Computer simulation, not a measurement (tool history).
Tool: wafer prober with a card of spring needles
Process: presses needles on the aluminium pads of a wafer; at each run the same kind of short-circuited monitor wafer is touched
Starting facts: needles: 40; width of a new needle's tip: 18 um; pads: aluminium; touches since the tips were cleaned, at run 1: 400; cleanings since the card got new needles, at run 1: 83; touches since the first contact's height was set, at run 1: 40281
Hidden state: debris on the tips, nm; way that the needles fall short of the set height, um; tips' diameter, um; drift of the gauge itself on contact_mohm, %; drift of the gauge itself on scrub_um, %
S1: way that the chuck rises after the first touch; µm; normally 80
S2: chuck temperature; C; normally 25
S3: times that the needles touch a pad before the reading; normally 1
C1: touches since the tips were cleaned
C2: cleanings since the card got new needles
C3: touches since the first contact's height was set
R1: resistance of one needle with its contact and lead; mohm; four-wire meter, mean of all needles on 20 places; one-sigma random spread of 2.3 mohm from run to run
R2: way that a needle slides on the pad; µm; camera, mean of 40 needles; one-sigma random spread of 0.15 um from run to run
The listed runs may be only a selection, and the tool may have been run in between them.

run,hour,S1,S2,S3,C1,C2,C3,R1,R2
1,0,80,25,1,400,83,40281,255,21.47
# hour 3.8: tips cleaned on abrasive film
# hour 8.9: tips cleaned on abrasive film
2,9.8,80,25,1,385,85,44222,254,21.58
# hour 13.1: tips cleaned on abrasive film
# hour 17.9: tips cleaned on abrasive film
# hour 23: tips cleaned on abrasive film
3,23.7,80,25,1,286,88,49798,258,21.42
# hour 27.8: tips cleaned on abrasive film
# hour 31.9: tips cleaned on abrasive film
# hour 36.8: tips cleaned on abrasive film
4,39.4,80,25,1,1070,91,56134,256,21.54
# hour 41.4: tips cleaned on abrasive film
# hour 46.5: tips cleaned on abrasive film
# hour 50.6: tips cleaned on abrasive film
# hour 55.6: tips cleaned on abrasive film
5,55.6,71,25,1,0,95,62634,257,19.12
# hour 60.6: tips cleaned on abrasive film
# hour 65.1: tips cleaned on abrasive film
6,65.1,71,25,1,0,97,66446,257,19.13
# hour 70.2: tips cleaned on abrasive film
# hour 75.2: tips cleaned on abrasive film
# hour 80.3: tips cleaned on abrasive film
# hour 84.4: tips cleaned on abrasive film
7,84.9,71,25,1,227,101,74418,254,18.81
# hour 89.1: tips cleaned on abrasive film
# hour 93.6: tips cleaned on abrasive film
# hour 98.6: tips cleaned on abrasive film
8,100.5,71,25,1,804,104,80698,257,19.09
# hour 103.4: tips cleaned on abrasive film
# hour 108.4: tips cleaned on abrasive film
# hour 112.5: tips cleaned on abrasive film
9,113.8,71,25,1,518,107,86002,259,19.35
# hour 116.9: tips cleaned on abrasive film
# hour 121.9: tips cleaned on abrasive film
# hour 126.9: tips cleaned on abrasive film
# hour 131: tips cleaned on abrasive film
10,131.9,71,25,1,373,111,93283,262,19.1
# hour 136: tips cleaned on abrasive film
# hour 140.8: tips cleaned on abrasive film
# hour 145.9: tips cleaned on abrasive film
# hour 151.1: tips cleaned on abrasive film
11,151.5,71,25,1,183,115,101169,258,19.22
# hour 155.4: tips cleaned on abrasive film
# hour 159.5: tips cleaned on abrasive film
# hour 164.6: tips cleaned on abrasive film
# hour 169.7: tips cleaned on abrasive film
12,171,80,43,1,525,119,109010,262,21.35
# hour 174: tips cleaned on abrasive film
# hour 179.1: tips cleaned on abrasive film
# hour 183.2: tips cleaned on abrasive film
13,183.2,85,43,1,0,122,113898,262,22.92
# hour 188.1: tips cleaned on abrasive film
# hour 192.2: tips cleaned on abrasive film
# hour 195.5: height of the first contact set anew
# hour 196.6: tips cleaned on abrasive film
# hour 201.3: tips cleaned on abrasive film
14,201.3,80,51,1,0,126,2297,265,21.39
# hour 205.4: tips cleaned on abrasive film
# hour 210.3: tips cleaned on abrasive film
# hour 215.2: tips cleaned on abrasive film
15,218.6,80,51,1,1390,129,9253,261,21.54
# hour 219.7: tips cleaned on abrasive film
# hour 224.7: tips cleaned on abrasive film
# hour 229.7: tips cleaned on abrasive film
16,233,65,47,1,1372,132,15050,265,17.4
# hour 234.1: tips cleaned on abrasive film
# hour 239.2: tips cleaned on abrasive film
# hour 244.3: tips cleaned on abrasive film
17,246.7,65,47,1,1007,135,20572,266,17.52
# hour 248.8: tips cleaned on abrasive film
# hour 253.7: tips cleaned on abrasive film
# hour 258.6: tips cleaned on abrasive film
18,259.3,80,25,3,284,138,25594,257,21.49
# hour 263.4: tips cleaned on abrasive film
# hour 268.3: tips cleaned on abrasive film
# hour 272.8: tips cleaned on abrasive film
19,272.8,80,25,3,0,141,31033,260,21.3
# hour 277.9: tips cleaned on abrasive film
# hour 282.8: tips cleaned on abrasive film
# hour 287.9: tips cleaned on abrasive film
# hour 292.6: tips cleaned on abrasive film
20,292.6,85,99,1,0,145,38999,277,22.7
# hour 296.7: tips cleaned on abrasive film
# hour 300.8: tips cleaned on abrasive film
# hour 305.7: tips cleaned on abrasive film
21,307.4,85,99,1,703,148,44943,274,22.75
# hour 310.5: tips cleaned on abrasive film
# hour 315.6: tips cleaned on abrasive film
# hour 320.7: tips cleaned on abrasive film
22,322.5,77,25,2,763,151,51023,260,20.79
# hour 325.6: tips cleaned on abrasive film
# hour 329.7: tips cleaned on abrasive film
# hour 334.8: tips cleaned on abrasive film
23,336.5,77,25,2,698,154,56645,258,20.69
# hour 339.6: tips cleaned on abrasive film
# hour 344.6: tips cleaned on abrasive film
# hour 349: tips cleaned on abrasive film
24,349,78,25,2,0,157,61639,255,20.87
# hour 354: tips cleaned on abrasive film
# hour 358.7: tips cleaned on abrasive film
# hour 362.8: tips cleaned on abrasive film
# hour 368: tips cleaned on abrasive film
25,368.1,64,31,2,42,161,69312,258,17.24
# hour 372.2: tips cleaned on abrasive film
# hour 377.1: tips cleaned on abrasive film
# hour 382.2: tips cleaned on abrasive film
# hour 386.3: tips cleaned on abrasive film
26,386.5,64,31,2,90,165,76739,259,16.97
# hour 390.5: tips cleaned on abrasive film
# hour 395.5: tips cleaned on abrasive film
# hour 399.6: tips cleaned on abrasive film
27,400.4,77,39,1,312,168,82300,263,20.74

Each row is a separate what-if for the run after 27, all from the same tool condition, not one after another. Results?
# hour 404.5: tips cleaned on abrasive film
# hour 409.4: tips cleaned on abrasive film
# hour 414.4: tips cleaned on abrasive film
A,417.7,63,31,1,1326,171,89272,?,?
# hour 404.5: tips cleaned on abrasive film
# hour 409.4: tips cleaned on abrasive film
# hour 414.4: tips cleaned on abrasive film
B,417.7,83,66,3,1326,171,89272,?,?
# hour 404.5: tips cleaned on abrasive film
# hour 409.4: tips cleaned on abrasive film
# hour 414.4: tips cleaned on abrasive film
C,417.7,70,39,1,1326,171,89272,?,?
# hour 404.5: tips cleaned on abrasive film
# hour 409.4: tips cleaned on abrasive film
# hour 414.4: tips cleaned on abrasive film
D,417.7,73,37,1,1326,171,89272,?,?

run,R1,R2
A,257,16.85
B,268,22.34
C,263,19.1
D,262,19.54
Without the tool's hidden state the same runs would have given:
run,R1,R2
A,257,16.87
B,268,22.36
C,262,19.12
D,262,19.56

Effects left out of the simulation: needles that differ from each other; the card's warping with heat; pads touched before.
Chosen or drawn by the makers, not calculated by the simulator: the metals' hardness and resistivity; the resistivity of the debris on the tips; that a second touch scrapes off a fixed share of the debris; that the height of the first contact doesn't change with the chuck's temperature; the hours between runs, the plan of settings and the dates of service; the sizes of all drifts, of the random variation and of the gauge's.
